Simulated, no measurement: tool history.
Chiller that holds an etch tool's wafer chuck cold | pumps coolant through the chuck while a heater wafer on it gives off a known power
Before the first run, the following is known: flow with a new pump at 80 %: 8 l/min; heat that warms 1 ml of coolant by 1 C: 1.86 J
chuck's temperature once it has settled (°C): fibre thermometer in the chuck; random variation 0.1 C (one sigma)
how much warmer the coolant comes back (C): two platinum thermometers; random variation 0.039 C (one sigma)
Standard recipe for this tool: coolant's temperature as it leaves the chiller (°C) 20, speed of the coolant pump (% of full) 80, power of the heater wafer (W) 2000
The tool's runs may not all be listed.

run	hour	coolant's temperature as it leaves the chiller (°C)	speed of the coolant pump (% of full)	power of the heater wafer (W)	chuck's temperature once it has settled (°C)	how much warmer the coolant comes back (C)
1	0.0	20	80	2000	37.6	8.11
2	49.5	20	80	2000	37.3	8.04
3	95.9	20	80	2000	37.5	8.05
4	142.7	20	80	2000	37.4	8.10
5	173.6	20	80	2000	37.5	8.01
6	213.6	14	80	2000	31.5	8.03
7	246.5	14	80	2000	31.5	8.06
8	268.8	14	80	2000	31.6	7.98
9	312.4	14	80	1167	24.2	4.61
10	357.8	14	80	1167	24.3	4.56
11	387.5	14	80	1167	24.0	4.66
12	427.7	14	80	1167	24.3	4.61
13	468.8	14	80	1167	24.0	4.55
14	509.3	14	80	1167	24.2	4.57
15	552.9	20	80	2000	37.5	7.92
16	588.3	20	70	2000	39.3	9.07
17	619.8	20	70	2000	39.3	9.05
# hour 629.8: chiller's thermometer calibrated
18	668.7	20	93	2398	39.2	8.15
19	705.2	16	92	1555	28.3	5.29
20	748.0	16	88	1555	28.5	5.52
21	795.5	17	90	1196	26.5	4.07
22	822.4	20	79	2183	39.3	8.72
23	852.4	27	61	1631	44.2	8.38
24	903.1	14	86	2000	30.6	7.30
25	944.0	14	86	2000	30.7	7.24
26	969.6	20	70	2398	43.0	10.72
27	1016.1	17	92	2407	36.2	8.21
28	1043.6	14	92	1901	29.2	6.43
29	1087.5	22	92	1933	37.3	6.47
30	1137.2	22	92	1933	37.3	6.53
# hour 1164.1: gauge calibrated
31	1184.4	17	80	1060	26.1	4.32
32	1219.3	28	74	2572	51.8	11.16
33	1253.2	28	74	2572	51.7	11.18

Each run again, without the hidden state but with its own random variation kept:
Unlogged tool condition in this case: heat passed by the chuck's channels, % of clean ones'; flow at a given pump speed, % of a new pump's; coolant's true temperature over the reading, C; drift of the gauge itself on chuck_c, C; drift of the gauge itself on warmer_back_c, C.
run	how much warmer the coolant comes back (C)
1	8.11
2	8.05
3	8.08
4	8.14
5	8.06
6	8.09
7	8.13
8	8.06
9	4.70
10	4.66
11	4.77
12	4.73
13	4.69
14	4.72
15	8.08
16	9.25
17	9.23
18	8.34
19	5.49
20	5.74
21	4.30
22	8.96
23	8.62
24	7.57
25	7.51
26	11.00
27	8.51
28	6.73
29	6.79
30	6.86
31	4.33
32	11.17
33	11.20
chuck's temperature once it has settled (°C) without the hidden state stays within 0.1 of what was measured, in all runs.

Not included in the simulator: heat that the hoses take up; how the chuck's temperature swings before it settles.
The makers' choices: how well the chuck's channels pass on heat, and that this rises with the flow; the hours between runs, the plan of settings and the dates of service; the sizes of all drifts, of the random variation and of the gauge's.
